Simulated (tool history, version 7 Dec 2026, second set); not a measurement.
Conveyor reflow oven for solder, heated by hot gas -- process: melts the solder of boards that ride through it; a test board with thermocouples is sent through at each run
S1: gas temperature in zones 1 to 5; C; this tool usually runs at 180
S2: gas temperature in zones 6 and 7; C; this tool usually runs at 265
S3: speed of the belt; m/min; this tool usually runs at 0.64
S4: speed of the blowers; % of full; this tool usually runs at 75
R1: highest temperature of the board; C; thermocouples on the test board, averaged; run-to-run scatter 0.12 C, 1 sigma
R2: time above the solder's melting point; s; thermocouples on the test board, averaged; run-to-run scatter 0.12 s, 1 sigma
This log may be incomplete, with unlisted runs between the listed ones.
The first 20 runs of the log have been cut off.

-- hour=359.3 belt drive overhauled, speed set with a stopwatch, once more
run 21 hour=368.8 | S1=182 S2=267 S3=0.626 S4=75 | R1=251.3 R2=51.8
run 22 hour=393.7 | S1=179 S2=261 S3=0.704 S4=54 | R1=234.2 R2=28.6
run 23 hour=413.9 | S1=180 S2=265 S3=0.529 S4=50 | R1=247.2 R2=56.2
run 24 hour=441.3 | S1=184 S2=260 S3=0.64 S4=75 | R1=245 R2=46.8
run 25 hour=466.7 | S1=184 S2=260 S3=0.64 S4=75 | R1=244.9 R2=46.8
run 26 hour=480.3 | S1=190 S2=260 S3=0.64 S4=90 | R1=248.9 R2=53
run 27 hour=498.1 | S1=190 S2=260 S3=0.64 S4=90 | R1=248.8 R2=53.1
run 28 hour=514.8 | S1=190 S2=260 S3=0.64 S4=90 | R1=249 R2=52.8
run 29 hour=528.9 | S1=190 S2=260 S3=0.64 S4=90 | R1=248.8 R2=53
run 30 hour=547.5 | S1=190 S2=260 S3=0.64 S4=90 | R1=248.8 R2=52.8

Alternative continuations, all from the tool just after run 30; predict every row:
run A hour=568 | S1=180 S2=261 S3=0.628 S4=68 | R1=? R2=?
run B hour=568 | S1=180 S2=265 S3=0.64 S4=69 | R1=? R2=?
run C hour=568 | S1=188 S2=277 S3=0.753 S4=90 | R1=? R2=?

run=A R1=243.7 R2=44.4
run=B R1=246.4 R2=45.9
run=C R1=258 R2=47.2
With the hidden condition removed and each run's random variation left untouched, the same runs would have given:
run=A R1=244.6 R2=45.8
run=B R1=247.5 R2=47.1
run=C R1=259.6 R2=48.2
